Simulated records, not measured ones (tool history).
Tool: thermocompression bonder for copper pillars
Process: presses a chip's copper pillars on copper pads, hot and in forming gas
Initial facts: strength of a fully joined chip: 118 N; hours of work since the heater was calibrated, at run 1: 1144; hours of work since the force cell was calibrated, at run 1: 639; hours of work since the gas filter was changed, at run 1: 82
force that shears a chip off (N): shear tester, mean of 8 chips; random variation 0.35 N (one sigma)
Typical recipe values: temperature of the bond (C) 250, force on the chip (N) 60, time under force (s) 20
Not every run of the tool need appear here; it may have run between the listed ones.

| run | hour | temperature of the bond (C) | force on the chip (N) | time under force (s) | hours of work since the heater was calibrated | hours of work since the force cell was calibrated | hours of work since the gas filter was changed | force that shears a chip off (N) |
|---|---|---|---|---|---|---|---|---|
| 1 | 0 | 250 | 60 | 20 | 1144 | 639 | 82 | 63.6 |
| 2 | 65.4 | 250 | 60 | 20 | 1181 | 677 | 120 | 64.3 |
| 3 | 131.3 | 250 | 60 | 20 | 1219 | 715 | 158 | 64 |
| 4 | 179 | 250 | 60 | 20 | 1247 | 742 | 185 | 63.4 |
| 5 | 217.8 | 250 | 60 | 20 | 1269 | 764 | 207 | 64.1 |
|  | 232.6 | heater calibrated with a thermocouple chip |
| 6 | 276.9 | 250 | 60 | 20 | 25 | 797 | 240 | 63.7 |
| 7 | 316.6 | 263 | 74 | 10 | 48 | 820 | 263 | 68.5 |
| 8 | 355.3 | 263 | 74 | 10 | 71 | 843 | 285 | 68.4 |
| 9 | 400.4 | 250 | 72 | 29 | 97 | 868 | 311 | 81.6 |

What does the tool deliver on the next run?
|  | 411.9 | force cell calibrated |
| 10 | 444.2 | 250 | 72 | 29 | 121 | 19 | 336 | ? |

Run 10 measured force that shears a chip off (N) 81.2.
Minus the tool's unlogged condition, the same run would have read force that shears a chip off (N) 81.2.
